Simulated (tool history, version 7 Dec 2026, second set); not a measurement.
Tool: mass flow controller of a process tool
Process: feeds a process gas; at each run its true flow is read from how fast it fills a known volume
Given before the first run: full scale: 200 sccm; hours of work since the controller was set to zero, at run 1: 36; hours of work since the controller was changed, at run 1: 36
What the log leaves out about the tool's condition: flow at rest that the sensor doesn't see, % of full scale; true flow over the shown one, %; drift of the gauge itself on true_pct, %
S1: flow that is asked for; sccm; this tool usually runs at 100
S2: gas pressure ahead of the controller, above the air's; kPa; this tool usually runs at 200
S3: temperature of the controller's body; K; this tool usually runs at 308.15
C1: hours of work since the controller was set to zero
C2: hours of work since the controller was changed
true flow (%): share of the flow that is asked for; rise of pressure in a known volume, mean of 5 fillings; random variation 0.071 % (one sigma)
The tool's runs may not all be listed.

{"run": 1, "hour": 0.0, "S1": 100, "S2": 200, "S3": 308.15, "C1": 36, "C2": 36, "true flow (%)": 99.63}
{"run": 2, "hour": 414.3, "S1": 100, "S2": 200, "S3": 308.15, "C1": 306, "C2": 306, "true flow (%)": 99.59}
{"run": 3, "hour": 830.5, "S1": 100, "S2": 200, "S3": 308.15, "C1": 577, "C2": 577, "true flow (%)": 99.57}
{"run": 4, "hour": 1159.7, "S1": 100, "S2": 200, "S3": 308.15, "C1": 792, "C2": 792, "true flow (%)": 99.48}
{"run": 5, "hour": 1706.8, "S1": 100, "S2": 200, "S3": 308.15, "C1": 1149, "C2": 1149, "true flow (%)": 99.45}
{"run": 6, "hour": 2142.6, "S1": 100, "S2": 200, "S3": 308.15, "C1": 1433, "C2": 1433, "true flow (%)": 99.52}
{"run": 7, "hour": 2659.4, "S1": 100, "S2": 200, "S3": 308.15, "C1": 1770, "C2": 1770, "true flow (%)": 99.35}
{"run": 8, "hour": 3021.4, "S1": 39, "S2": 204, "S3": 296.15, "C1": 2007, "C2": 2007, "true flow (%)": 97.69}
{"run": 9, "hour": 3371.6, "S1": 27, "S2": 182, "S3": 296.15, "C1": 2235, "C2": 2235, "true flow (%)": 97.46}
{"run": 10, "hour": 3805.0, "S1": 80, "S2": 187, "S3": 299.15, "C1": 2518, "C2": 2518, "true flow (%)": 98.54}
{"run": 11, "hour": 4209.5, "S1": 80, "S2": 187, "S3": 302.15, "C1": 2782, "C2": 2782, "true flow (%)": 98.6}
{"run": 12, "hour": 4640.3, "S1": 100, "S2": 256, "S3": 296.15, "C1": 3063, "C2": 3063, "true flow (%)": 98.12}
{"run": 13, "hour": 4917.3, "S1": 83, "S2": 152, "S3": 293.15, "C1": 3243, "C2": 3243, "true flow (%)": 97.87}
{"run": 14, "hour": 5460.0, "S1": 165, "S2": 197, "S3": 295.15, "C1": 3597, "C2": 3597, "true flow (%)": 99.01}

Pick out some run-to-run changes in true flow (%). Of each, how much would a tool without hidden state show as well, from the settings, what came in and chance, and how much is left for the hidden state and any gauge scatter not in both results compared?
Run 5 -> 6: no setting changed, nothing entered. true flow (%) +0.07: hidden state -0.04, all else +0.11.
Run 7 -> 8: S1 100 -> 39, S2 200 -> 204, S3 308.15 -> 296.15. true flow (%) -1.66: hidden state -0.02, all else -1.64.
